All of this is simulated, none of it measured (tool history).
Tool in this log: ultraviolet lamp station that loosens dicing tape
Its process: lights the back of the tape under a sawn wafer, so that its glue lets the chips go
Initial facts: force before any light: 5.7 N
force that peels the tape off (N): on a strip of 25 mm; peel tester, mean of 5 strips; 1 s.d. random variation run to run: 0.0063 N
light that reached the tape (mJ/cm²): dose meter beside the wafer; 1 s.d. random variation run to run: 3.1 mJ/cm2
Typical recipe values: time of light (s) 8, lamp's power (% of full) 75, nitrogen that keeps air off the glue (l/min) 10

| run | hour | time of light (s) | lamp's power (% of full) | nitrogen that keeps air off the glue (l/min) | force that peels the tape off (N) | light that reached the tape (mJ/cm²) |
|---|---|---|---|---|---|---|
| 1 | 0 | 8 | 75 | 10 | 0.232 | 404 |
| 2 | 27.8 | 8 | 75 | 10 | 0.253 | 397 |
| 3 | 43.8 | 8 | 75 | 10 | 0.241 | 394 |
| 4 | 71.1 | 8 | 75 | 10 | 0.246 | 398 |
| 5 | 95.9 | 8 | 75 | 10 | 0.251 | 392 |
| 6 | 115.7 | 8 | 71 | 10 | 0.288 | 369 |
| 7 | 135.4 | 8 | 71 | 7 | 0.347 | 364 |
| 8 | 162.6 | 8 | 71 | 7 | 0.344 | 362 |
| 9 | 186.5 | 8 | 75 | 10 | 0.275 | 376 |
| 10 | 201.8 | 8 | 75 | 10 | 0.277 | 373 |
| 11 | 215.5 | 8 | 75 | 10 | 0.274 | 371 |
| 12 | 247.8 | 8 | 75 | 10 | 0.284 | 367 |
| 13 | 263.1 | 8 | 75 | 10 | 0.294 | 365 |
| 14 | 282.8 | 6 | 75 | 10 | 0.485 | 273 |
| 15 | 301.8 | 6 | 75 | 10 | 0.538 | 271 |
| 16 | 316.4 | 6 | 75 | 10 | 0.544 | 267 |
| 17 | 335.4 | 6 | 75 | 10 | 0.535 | 265 |
| 18 | 367.8 | 8 | 75 | 10 | 0.31 | 355 |
| 19 | 389.3 | 6 | 75 | 9 | 0.576 | 259 |
| 20 | 418.9 | 11 | 63 | 3 | 0.466 | 401 |
|  | 422.2 | window cleaned of glue's vapour |
| 21 | 436.9 | 7 | 63 | 5 | 0.879 | 247 |
| 22 | 456.6 | 4 | 64 | 10 | 1.496 | 147 |
| 23 | 485.6 | 4 | 64 | 10 | 1.564 | 140 |
|  | 488.8 | window cleaned of glue's vapour, once more |
| 24 | 509.4 | 4 | 64 | 10 | 1.218 | 166 |
| 25 | 531.7 | 4 | 64 | 10 | 1.209 | 162 |
| 26 | 556.4 | 8 | 69 | 10 | 0.31 | 346 |
| 27 | 576.4 | 8 | 68 | 10 | 0.34 | 341 |
| 28 | 605.3 | 6 | 97 | 15 | 0.258 | 361 |
| 29 | 633 | 9 | 76 | 15 | 0.198 | 416 |
| 30 | 654.1 | 9 | 94 | 12 | 0.172 | 511 |
| 31 | 682.4 | 9 | 94 | 12 | 0.16 | 504 |
| 32 | 706.4 | 8 | 75 | 8 | 0.324 | 357 |
| 33 | 726.5 | 6 | 75 | 19 | 0.419 | 264 |
| 34 | 746.1 | 8 | 70 | 10 | 0.354 | 327 |
| 35 | 778.4 | 6 | 92 | 15 | 0.312 | 320 |

Measured result minus the same run's result without the hidden state. Both carry the same run-to-run variation, though not necessarily the same gauge scatter:
What the log doesn't record here: lamp's light, % of a new lamp's; light that the window lets through, % of a clean one's; drift of the gauge itself on peel_n, %; drift of the gauge itself on dose_mj_cm2, %.
| run | force that peels the tape off (N) | light that reached the tape (mJ/cm²) |
|---|---|---|
| 1 | +0.049 | -65 |
| 2 | +0.055 | -69 |
| 3 | +0.056 | -72 |
| 4 | +0.06 | -76 |
| 5 | +0.064 | -80 |
| 6 | +0.082 | -78 |
| 7 | +0.11 | -80 |
| 8 | +0.114 | -84 |
| 9 | +0.084 | -92 |
| 10 | +0.088 | -94 |
| 11 | +0.087 | -96 |
| 12 | +0.095 | -100 |
| 13 | +0.098 | -103 |
| 14 | +0.198 | -79 |
| 15 | +0.219 | -81 |
| 16 | +0.228 | -83 |
| 17 | +0.23 | -85 |
| 18 | +0.12 | -119 |
| 19 | +0.261 | -90 |
| 20 | +0.21 | -147 |
| 21 | +0.411 | -98 |
| 22 | +0.592 | -58 |
| 23 | +0.639 | -60 |
| 24 | +0.326 | -37 |
| 25 | +0.338 | -38 |
| 26 | +0.101 | -84 |
| 27 | +0.115 | -86 |
| 28 | +0.077 | -96 |
| 29 | +0.046 | -118 |
| 30 | +0.023 | -149 |
| 31 | +0.025 | -154 |
| 32 | +0.13 | -114 |
| 33 | +0.178 | -88 |
| 34 | +0.15 | -110 |
| 35 | +0.125 | -113 |
